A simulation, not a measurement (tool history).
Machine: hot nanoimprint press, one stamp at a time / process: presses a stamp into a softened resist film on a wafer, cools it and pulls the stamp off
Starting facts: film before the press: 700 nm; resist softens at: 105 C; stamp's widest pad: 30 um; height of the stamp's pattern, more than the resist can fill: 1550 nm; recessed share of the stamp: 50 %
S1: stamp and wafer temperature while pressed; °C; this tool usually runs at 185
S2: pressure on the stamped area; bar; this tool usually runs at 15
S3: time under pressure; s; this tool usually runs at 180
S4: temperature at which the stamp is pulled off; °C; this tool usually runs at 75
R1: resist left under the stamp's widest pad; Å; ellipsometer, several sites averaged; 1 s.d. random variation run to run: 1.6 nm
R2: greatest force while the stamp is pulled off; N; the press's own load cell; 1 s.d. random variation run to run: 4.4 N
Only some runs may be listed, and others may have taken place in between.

run,hour,S1,S2,S3,S4,R1,R2
1,0,185,15,180,75,3596,218
# hour 48.9: press's hydraulic seals changed and the load cell set to zero
2,54.7,185,14.6,180,75,3543,226
3,78.9,185,14.6,180,75,3555,220
4,124.9,185,15,180,75,3476,238
5,155.1,185,15,180,75,3509,227
6,210.4,185,15,180,75,3467,249
7,263.6,185,15,180,75,3468,245
8,321.7,185,15,180,72,3454,277
9,374.6,185,17.8,180,75,3122,268
10,427.4,185,15,180,75,3465,288
11,455.5,185,15,180,75,3449,295
12,483.8,185,15,180,75,3428,303
13,508.9,185,18.1,180,75,3105,302
# hour 550.2: stamp cleaned and given a new release coat
14,572.9,185,17.9,180,74,3108,216
15,605.2,185,18,330,75,2518,222
16,639.4,177,15.3,166,77,4431,220
# hour 677: plate thermocouple calibrated
17,682.6,177,15.3,166,77,4678,229
18,740.6,185,15,103,75,4212,242
19,784.2,185,19.2,180,70,3134,270
20,833.6,179,15.8,275,75,3743,262
21,885.5,173,15.8,275,76,4523,273
22,921.4,173,15.8,275,76,4524,267
23,969.7,173,19.7,275,76,4071,288

Expected results for the next run?
24,1009.8,173,19.7,275,76,?,?

R1: 4055 Å
R2: 293 N
The same run, on a tool lacking any hidden state, would have yielded R1 4073 Å, R2 213 N.

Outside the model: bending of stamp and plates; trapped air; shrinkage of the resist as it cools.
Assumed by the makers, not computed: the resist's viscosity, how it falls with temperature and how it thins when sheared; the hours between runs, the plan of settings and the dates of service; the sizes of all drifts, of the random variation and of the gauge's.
